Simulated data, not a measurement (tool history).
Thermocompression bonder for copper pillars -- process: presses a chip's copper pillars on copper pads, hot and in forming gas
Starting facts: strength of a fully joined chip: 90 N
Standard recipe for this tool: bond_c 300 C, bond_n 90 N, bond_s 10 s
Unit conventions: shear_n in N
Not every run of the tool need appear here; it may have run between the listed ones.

run,day,bond_c,bond_n,bond_s,shear_n
1,0.000,300,90,10,52.2
2,0.588,300,90,10,51.9
3,1.204,314,90,10,60.8
4,1.483,314,90,10,59.7
5,2.133,314,90,10,60.3
6,2.738,314,90,10,59.1
7,3.325,314,90,10,59.9
# day 3.812: forming gas filter changed
8,3.983,320,90,9,61.9
9,4.558,300,86,5,39.2
10,5.154,305,115,10,67.3
11,5.721,300,82,9,46.4
12,6.362,300,82,9,45.4
13,6.988,300,95,8,51.5

What if the next run were any one of these 3? Each begins from the tool's condition after run 13:
A,7.267,315,95,8,?
B,7.267,300,74,10,?
C,7.267,300,67,15,?

run,shear_n
A,59.7
B,42.7
C,44.6
Stripped of hidden state, with their random variation kept, the same runs would have yielded:
run,shear_n
A,59.8
B,42.8
C,44.6

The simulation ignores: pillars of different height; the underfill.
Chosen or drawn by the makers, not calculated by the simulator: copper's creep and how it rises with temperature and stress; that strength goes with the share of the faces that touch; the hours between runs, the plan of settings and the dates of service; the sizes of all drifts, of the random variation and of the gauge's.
